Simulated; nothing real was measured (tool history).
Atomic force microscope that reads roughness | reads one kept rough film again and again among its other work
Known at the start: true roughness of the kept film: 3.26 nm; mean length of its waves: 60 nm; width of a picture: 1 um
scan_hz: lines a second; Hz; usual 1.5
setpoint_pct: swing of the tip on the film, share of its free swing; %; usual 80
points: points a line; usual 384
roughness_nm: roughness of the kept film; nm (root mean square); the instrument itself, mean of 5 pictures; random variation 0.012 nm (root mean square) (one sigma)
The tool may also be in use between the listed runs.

run	hour	scan_hz	setpoint_pct	points	roughness_nm
1	0	1.5	80	384	2.768
2	19.1	3.27	80	384	2.423
3	41.4	3.27	80	384	2.393
4	62.3	3.27	80	384	2.364
5	78	1.5	69	384	2.835
6	95.9	1.5	80	384	2.659
7	112.8	1.5	80	384	2.653
8	135	1.5	80	384	2.622
9	151.2	1.5	75	384	2.693
10	164	1.5	75	384	2.677
11	182.4	1.5	75	384	2.639
12	197.9	1.5	80	384	2.563
# hour 202.3: new tip fitted
13	210	1.5	80	384	2.777
14	220.8	1.5	80	384	2.736
15	235.2	1.5	65	384	2.917
16	259	1.5	65	384	2.896
17	280.9	1.5	70	384	2.824
18	304	1.5	70	384	2.809
19	314.3	1.5	70	384	2.765
20	337.9	1.5	70	384	2.762
21	349.4	1.5	80	384	2.621
22	365.7	1.5	80	384	2.612
23	377	1.5	80	384	2.613
24	393.5	1.5	80	384	2.59
25	410.8	1.5	80	384	2.576
# hour 413.5: new tip fitted
26	424.1	1.5	63	384	2.967
27	435	1.5	63	384	2.965
28	449.5	0.87	84	982	2.809
29	461.9	1.47	63	784	2.958
30	477.8	1.83	80	958	2.623
31	499.1	2.61	89	384	2.248
32	514	2.3	59	415	2.835
33	537.6	2.47	72	909	2.632
34	555.7	1.53	67	346	2.792
35	575.6	1.53	67	346	2.757
36	590.7	0.62	65	273	2.861
37	608.9	1.47	80	384	2.586
# hour 624: new tip fitted
38	624	0.86	83	887	2.88
39	638.3	0.86	83	887	2.856
40	657.1	0.59	82	328	2.904
41	670	3.77	82	328	2.232
42	687.8	0.86	63	329	2.949
43	698	3.46	89	384	2.083
44	709.3	0.95	80	384	2.787
45	725.4	0.76	80	552	2.811
46	738.1	0.65	62	615	2.926
47	757.7	1.5	66	384	2.788
48	768.6	2.74	63	384	2.71
49	792.4	2.74	63	384	2.713
50	815.8	2.74	63	384	2.663
# hour 834.6: new tip fitted
51	835.5	2.79	80	384	2.519
52	855.2	2.79	80	384	2.493

The same runs without the tool's hidden state, with the same run-to-run variation:
The hidden state here: radius of the tip, nm; height scale over the true one, %; drift of the gauge itself on roughness_nm, %.
run	roughness_nm
1	2.785
2	2.455
3	2.445
4	2.433
5	2.934
6	2.771
7	2.783
8	2.773
9	2.864
10	2.859
11	2.837
12	2.769
13	2.798
14	2.767
15	2.966
16	2.973
17	2.922
18	2.93
19	2.893
20	2.915
21	2.779
22	2.785
23	2.797
24	2.787
25	2.789
26	2.993
27	3.004
28	2.859
29	3.025
30	2.7
31	2.33
32	2.953
33	2.766
34	2.952
35	2.936
36	3.063
37	2.787
38	2.902
39	2.894
40	2.963
41	2.289
42	3.042
43	2.154
44	2.895
45	2.937
46	3.071
47	2.948
48	2.877
49	2.904
50	2.872
51	2.536
52	2.529
